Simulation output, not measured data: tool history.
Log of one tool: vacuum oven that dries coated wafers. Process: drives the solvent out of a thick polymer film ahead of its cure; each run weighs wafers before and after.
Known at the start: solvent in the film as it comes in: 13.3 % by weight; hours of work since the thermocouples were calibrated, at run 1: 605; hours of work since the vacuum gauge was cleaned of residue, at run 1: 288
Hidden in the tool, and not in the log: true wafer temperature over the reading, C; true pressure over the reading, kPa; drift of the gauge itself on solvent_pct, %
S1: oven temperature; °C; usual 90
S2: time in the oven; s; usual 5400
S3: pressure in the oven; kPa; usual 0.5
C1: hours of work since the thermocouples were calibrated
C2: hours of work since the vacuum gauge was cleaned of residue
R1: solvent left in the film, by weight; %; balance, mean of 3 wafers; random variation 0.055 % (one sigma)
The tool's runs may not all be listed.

| run | hour | S1 | S2 | S3 | C1 | C2 | R1 |
|---|---|---|---|---|---|---|---|
| 1 | 0 | 90 | 5400 | 0.5 | 605 | 288 | 2.31 |
| 2 | 19.5 | 90 | 5400 | 0.511 | 617 | 299 | 2.36 |
| 3 | 32.5 | 90 | 5400 | 0.511 | 624 | 307 | 2.44 |
| 4 | 40.8 | 90 | 5400 | 0.511 | 629 | 311 | 2.4 |
| 5 | 58.7 | 90 | 5400 | 0.511 | 639 | 322 | 2.45 |
| 6 | 74.3 | 90 | 5400 | 0.511 | 648 | 331 | 2.34 |
| 7 | 87.1 | 90 | 5400 | 0.511 | 656 | 338 | 2.4 |
| 8 | 100.2 | 90 | 5400 | 1.626 | 663 | 346 | 3.05 |
| 9 | 116.5 | 90 | 5400 | 1.626 | 673 | 355 | 3.13 |
| 10 | 133 | 90 | 5400 | 0.27 | 682 | 365 | 2.32 |
| 11 | 147.1 | 90 | 5400 | 0.27 | 691 | 373 | 2.28 |
| 12 | 156.2 | 87 | 4140 | 0.563 | 696 | 378 | 4.32 |

Run 13 comes next. What will it give?
| 13 | 166.5 | 87 | 4140 | 0.563 | 702 | 384 | ? |

Run 13 gave R1 4.28 %.
Without the tool's hidden state the same run would have given R1 4.09 %.
